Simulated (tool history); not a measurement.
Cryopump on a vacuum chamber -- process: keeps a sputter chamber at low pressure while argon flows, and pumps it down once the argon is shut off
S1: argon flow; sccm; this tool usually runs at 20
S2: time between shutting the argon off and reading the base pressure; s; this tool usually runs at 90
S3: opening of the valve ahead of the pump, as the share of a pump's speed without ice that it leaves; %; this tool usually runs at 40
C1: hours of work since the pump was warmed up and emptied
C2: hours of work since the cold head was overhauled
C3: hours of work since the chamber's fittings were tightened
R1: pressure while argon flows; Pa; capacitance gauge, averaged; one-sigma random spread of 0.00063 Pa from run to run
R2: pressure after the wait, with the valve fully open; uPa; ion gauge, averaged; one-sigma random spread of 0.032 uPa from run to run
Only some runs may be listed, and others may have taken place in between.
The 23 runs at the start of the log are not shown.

run	hour	S1	S2	S3	C1	C2	C3	R1	R2
24	301.5	20	67	16	253	253	1571	0.2370	4.03
25	312.3	20	67	16	257	257	1576	0.2358	3.90
26	324.3	14	29	21	262	262	1580	0.1265	6.35
27	341.4	15	39	16	269	269	1587	0.1772	5.47
28	358.3	15	121	40	276	276	1594	0.0722	3.18
29	370.0	15	51	40	281	281	1599	0.0723	4.50
30	380.0	24	134	40	285	285	1603	0.1158	3.02
31	393.4	20	127	30	290	290	1608	0.1298	3.13

Run 32 comes next. What will it give?
32	411.4	20	127	30	298	298	1616	?	?

{"run 32": {"R1": 0.1269, "R2": 3.03}}
Were there no unlogged condition in the tool, this run, its random variation unchanged, would have produced R1 0.1239 Pa, R2 1.24 uPa.
